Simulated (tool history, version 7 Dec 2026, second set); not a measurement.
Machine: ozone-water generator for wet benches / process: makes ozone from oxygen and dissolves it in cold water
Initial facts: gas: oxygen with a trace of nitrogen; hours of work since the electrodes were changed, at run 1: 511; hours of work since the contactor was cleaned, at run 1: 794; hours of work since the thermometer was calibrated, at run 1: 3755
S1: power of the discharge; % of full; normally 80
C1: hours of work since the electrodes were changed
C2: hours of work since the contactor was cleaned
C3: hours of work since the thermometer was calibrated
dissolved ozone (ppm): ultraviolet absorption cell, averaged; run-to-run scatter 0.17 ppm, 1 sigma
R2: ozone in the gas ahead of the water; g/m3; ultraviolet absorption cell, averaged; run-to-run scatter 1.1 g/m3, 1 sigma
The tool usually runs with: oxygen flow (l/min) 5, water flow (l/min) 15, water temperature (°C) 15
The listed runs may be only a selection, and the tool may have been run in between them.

Run 1, hour 0: usual settings; C1 511; C2 794; C3 3755. Result: dissolved ozone (ppm) 23.8, R2 187.4 g/m3.
Run 2, hour 16.3: usual settings but water flow (l/min) 11; C1 521; C2 804; C3 3765. Result: dissolved ozone (ppm) 31, R2 188.3 g/m3.
Run 3, hour 35: usual settings but S1 87 % of full; C1 532; C2 816; C3 3776. Result: dissolved ozone (ppm) 25.5, R2 201.4 g/m3.
Run 4, hour 67.2: usual settings but S1 52 % of full; C1 551; C2 835; C3 3796. Result: dissolved ozone (ppm) 17.4, R2 135.2 g/m3.
Run 5, hour 94.9: usual settings but S1 52 % of full, water temperature (°C) 22; C1 568; C2 852; C3 3813. Result: dissolved ozone (ppm) 15.2, R2 136.1 g/m3.
Run 6, hour 123: usual settings but oxygen flow (l/min) 7; C1 585; C2 869; C3 3830. Result: dissolved ozone (ppm) 24, R2 163.2 g/m3.
Run 7, hour 149.3: usual settings but oxygen flow (l/min) 7, water flow (l/min) 14; C1 601; C2 885; C3 3846. Result: dissolved ozone (ppm) 25.1, R2 160.4 g/m3.
Run 8, hour 172.2: usual settings but oxygen flow (l/min) 7, water flow (l/min) 14; C1 615; C2 899; C3 3860. Result: dissolved ozone (ppm) 25.1, R2 162.7 g/m3.
Run 9, hour 210.4: usual settings; C1 639; C2 922; C3 3883. Result: dissolved ozone (ppm) 23.7, R2 185.3 g/m3.
Run 10, hour 236.9: usual settings but water flow (l/min) 21; C1 655; C2 938; C3 3899. Result: dissolved ozone (ppm) 17, R2 187.3 g/m3.
Run 11, hour 268.2: usual settings but S1 96 % of full; C1 674; C2 957; C3 3918. Result: dissolved ozone (ppm) 27.4, R2 214.6 g/m3.
Run 12, hour 298.5: usual settings; C1 692; C2 976; C3 3937. Result: dissolved ozone (ppm) 23.7, R2 186.2 g/m3.
Run 13, hour 316.6: usual settings; C1 703; C2 987; C3 3948. Result: dissolved ozone (ppm) 23.7, R2 185.2 g/m3.
Run 14, hour 336.3: usual settings but oxygen flow (l/min) 5.05; C1 715; C2 999; C3 3960. Result: dissolved ozone (ppm) 23.7, R2 184.7 g/m3.
Run 15, hour 376.7: usual settings but oxygen flow (l/min) 5.05; C1 740; C2 1023; C3 3984. Result: dissolved ozone (ppm) 23.5, R2 183.2 g/m3.
Run 16, hour 406: usual settings but oxygen flow (l/min) 5.05; C1 757; C2 1041; C3 4002. Result: dissolved ozone (ppm) 23.8, R2 183.9 g/m3.
Run 17, hour 427.6: usual settings but S1 70 % of full; C1 771; C2 1054; C3 4015. Result: dissolved ozone (ppm) 21.2, R2 168 g/m3.
Run 18, hour 461.5: usual settings but S1 70 % of full, oxygen flow (l/min) 3.43; C1 791; C2 1075; C3 4036. Result: dissolved ozone (ppm) 20.4, R2 197.7 g/m3.
Run 19, hour 489.3: usual settings but water flow (l/min) 19; C1 808; C2 1092; C3 4053. Result: dissolved ozone (ppm) 19, R2 187.3 g/m3.
Run 20, hour 529.6: usual settings but S1 93 % of full, oxygen flow (l/min) 4.97, water flow (l/min) 19; C1 833; C2 1116; C3 4077. Result: dissolved ozone (ppm) 21.4, R2 208.8 g/m3.
Run 21, hour 562.2: usual settings but S1 93 % of full, oxygen flow (l/min) 2.56, water flow (l/min) 20, water temperature (°C) 8; C1 852; C2 1136; C3 4097. Result: dissolved ozone (ppm) 18, R2 277.3 g/m3.
Run 22, hour 602.4: usual settings but water temperature (°C) 19; C1 877; C2 1161; C3 4121. Result: dissolved ozone (ppm) 22.1, R2 184.2 g/m3.
Run 23, hour 639.6: usual settings but water temperature (°C) 19; C1 899; C2 1183; C3 4144. Result: dissolved ozone (ppm) 22.2, R2 185.2 g/m3.

Run 24, settings as shown, results not yet in. Your forecast:
Run 24, hour 669.3: usual settings but S1 76 % of full, water temperature (°C) 19; C1 917; C2 1201; C3 4162. Result: dissolved ozone (ppm) ?, R2 ?.

dissolved ozone (ppm): 21.5
R2: 177.2 g/m3
With the hidden condition absent and the run-to-run variation left alone, this run would have shown dissolved ozone (ppm) 21.5, R2 181.7 g/m3.

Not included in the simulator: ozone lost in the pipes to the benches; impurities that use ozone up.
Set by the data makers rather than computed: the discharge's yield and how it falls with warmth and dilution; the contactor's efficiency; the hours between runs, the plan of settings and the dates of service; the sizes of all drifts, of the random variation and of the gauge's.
